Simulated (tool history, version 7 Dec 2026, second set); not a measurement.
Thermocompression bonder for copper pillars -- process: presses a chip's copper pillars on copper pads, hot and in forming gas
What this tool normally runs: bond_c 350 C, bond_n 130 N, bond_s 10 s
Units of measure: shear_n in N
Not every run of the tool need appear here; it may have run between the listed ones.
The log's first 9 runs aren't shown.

run    hour  bond_c  bond_n  bond_s  hours of work since the heater was calibrated  hours of work since the force cell was calibrated  hours of work since the gas filter was changed  shear_n
 10   309.3     350     101      10                                            714                                                291                                              48     75.6
 11   351.3     350     101      10                                            743                                                320                                              77     73.4
 12   387.1     350     101      10                                            767                                                344                                             101     71.8
        403  -- heater calibrated with a thermocouple chip
 13   409.9     350     101      10                                              5                                                359                                             115     80.2
 14   446.8     345     101      10                                             30                                                384                                             141     75.5
 15     487     350     130      10                                             57                                                411                                             168     94.4
 16     521     350     130      10                                             81                                                434                                             191     92.7
      554.4  -- forming gas filter changed
 17   559.1     350     130      10                                            106                                                460                                               3    100.2
 18   587.1     350     130      10                                            125                                                479                                              22    100.9
 19   613.6     340      85      13                                            143                                                497                                              40     69.6
 20   660.1     340     175      13                                            175                                                529                                              72    116.6
 21   683.8     358     130      10                                            191                                                545                                              88    100.6
 22   713.4     350     152      15                                            212                                                565                                             109      116
 23   751.5     350     130      25                                            238                                                591                                             135    114.9
 24   775.4     350     130      25                                            254                                                608                                             151    115.9
 25   806.2     350     130      25                                            275                                                629                                             172    115.6
 26   845.9     350     130      25                                            302                                                656                                             199      115
      866.3  -- forming gas filter changed
 27   879.5     350     130      25                                            325                                                679                                               9    120.9
 28     902     350     129      16                                            340                                                694                                              24    108.6
 29   942.2     350     129      16                                            367                                                721                                              52    109.5
 30   974.7     348     126      16                                            390                                                743                                              74    102.2
 31  1015.2     348     126      16                                            417                                                771                                             102      103
 32  1062.1     348     126      16                                            449                                                803                                             134     99.7
 33  1098.1     348     172       5                                            474                                                828                                             158     88.5
 34  1118.4     355     149      14                                            488                                                842                                             172    109.7

5 ways to go on from here, each from the tool as it stands after run 34. What would each give?
  A  1154.3     353     114       7                                            512                                                866                                             197        ?
  B  1154.3     355     149       6                                            512                                                866                                             197        ?
  C  1154.3     350     122       8                                            512                                                866                                             197        ?
  D  1154.3     323     101       9                                            512                                                866                                             197        ?
  E  1154.3     355     127      16                                            512                                                866                                             197        ?

run  shear_n
  A     72.5
  B     85.6
  C     79.8
  D     51.1
  E    101.4
Take away the tool's hidden state, keep each run's random variation, and the runs would have read:
run  shear_n
  A     87.1
  B    101.4
  C     95.1
  D     62.8
  E    118.4
